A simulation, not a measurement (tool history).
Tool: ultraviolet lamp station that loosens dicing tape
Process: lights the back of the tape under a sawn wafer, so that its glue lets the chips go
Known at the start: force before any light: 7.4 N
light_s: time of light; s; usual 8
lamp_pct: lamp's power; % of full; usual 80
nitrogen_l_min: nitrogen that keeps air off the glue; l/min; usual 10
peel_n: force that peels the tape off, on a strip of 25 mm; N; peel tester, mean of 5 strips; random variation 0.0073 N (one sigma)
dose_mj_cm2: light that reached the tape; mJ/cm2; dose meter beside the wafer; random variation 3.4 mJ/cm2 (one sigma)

run	hour	light_s	lamp_pct	nitrogen_l_min	peel_n	dose_mj_cm2
1	0.0	8	80	10	0.469	421
2	24.1	8	80	10	0.487	414
3	41.2	8	80	10	0.481	418
4	53.3	8	80	10	0.487	411
5	69.3	8	80	10	0.506	401
6	89.2	8	80	10	0.514	399
7	106.6	8	75	10	0.618	376
8	119.3	8	75	10	0.613	373
9	142.3	8	75	10	0.645	365
10	158.0	8	75	3	1.355	358
11	178.6	8	75	3	1.443	353
12	196.3	8	75	3	1.418	349
13	214.9	8	75	3	1.491	343
14	227.7	8	82	3	1.295	376
15	245.1	7	80	10	0.879	315
16	266.3	8	80	10	0.686	355
17	284.3	8	80	10	0.679	349
18	301.3	8	80	10	0.695	341
19	321.8	7	90	8	0.827	339
20	334.6	4	90	18	1.614	188
21	344.9	6	80	15	1.077	252
22	364.4	8	80	15	0.620	338
23	377.4	5	80	15	1.496	201
24	394.3	14	98	17	0.161	691
25	415.6	11	65	15	0.548	357
26	440.0	7	60	10	1.782	202
27	463.6	7	60	10	1.802	201
28	477.5	10	70	20	0.548	332
29	490.1	10	70	20	0.543	333
30	505.5	7	68	10	1.612	222
# hour 507.6: window cleaned of glue's vapour
31	528.8	16	72	10	0.192	641
32	545.6	16	67	15	0.189	591
# hour 548.5: lamp changed
33	558.9	5	64	10	1.146	270
34	576.4	8	71	10	0.360	473
35	589.7	8	71	10	0.374	466
36	611.7	8	71	10	0.385	464

Forecast each of these 3 alternatives for the next run:
A	629.6	7	82	11	?	?
B	629.6	12	68	7	?	?
C	629.6	8	61	8	?	?

run	peel_n	dose_mj_cm2
A	0.366	462
B	0.236	661
C	0.617	393
Without the tool's hidden state the same runs would have given:
run	peel_n	dose_mj_cm2
A	0.322	491
B	0.212	702
C	0.540	418

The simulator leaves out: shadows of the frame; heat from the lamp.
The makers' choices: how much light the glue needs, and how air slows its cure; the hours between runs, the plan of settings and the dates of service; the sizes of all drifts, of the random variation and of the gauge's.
